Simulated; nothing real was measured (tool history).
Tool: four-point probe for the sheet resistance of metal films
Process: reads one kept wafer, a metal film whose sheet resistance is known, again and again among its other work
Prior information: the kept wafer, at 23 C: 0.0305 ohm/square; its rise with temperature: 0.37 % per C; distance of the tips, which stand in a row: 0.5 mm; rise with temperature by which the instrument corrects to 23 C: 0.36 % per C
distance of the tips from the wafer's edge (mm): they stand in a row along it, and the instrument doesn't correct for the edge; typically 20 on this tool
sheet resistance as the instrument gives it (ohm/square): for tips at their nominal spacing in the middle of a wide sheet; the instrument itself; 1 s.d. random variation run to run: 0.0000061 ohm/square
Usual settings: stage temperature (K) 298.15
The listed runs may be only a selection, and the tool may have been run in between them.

run,hour,stage temperature (K),distance of the tips from the wafer's edge (mm),sheet resistance as the instrument gives it (ohm/square)
1,0,298.15,20,0.030509
2,71.5,298.15,20,0.030513
3,123.9,298.15,20,0.030524
4,192,298.15,20,0.030521
5,253.8,293.15,20,0.030505
6,318.6,293.15,20,0.030517
7,378.7,303.15,52,0.030509
8,440.2,294.15,29,0.030503
9,504.5,301.15,8,0.030573
10,547.1,301.15,29,0.030514
11,616.3,294.15,20,0.030504

Estimate the outcome of run 12 from the log above:
12,679.7,292.15,20,?

sheet resistance as the instrument gives it (ohm/square): 0.030497
Without the tool's hidden state the same run would have given sheet resistance as the instrument gives it (ohm/square) 0.030496.
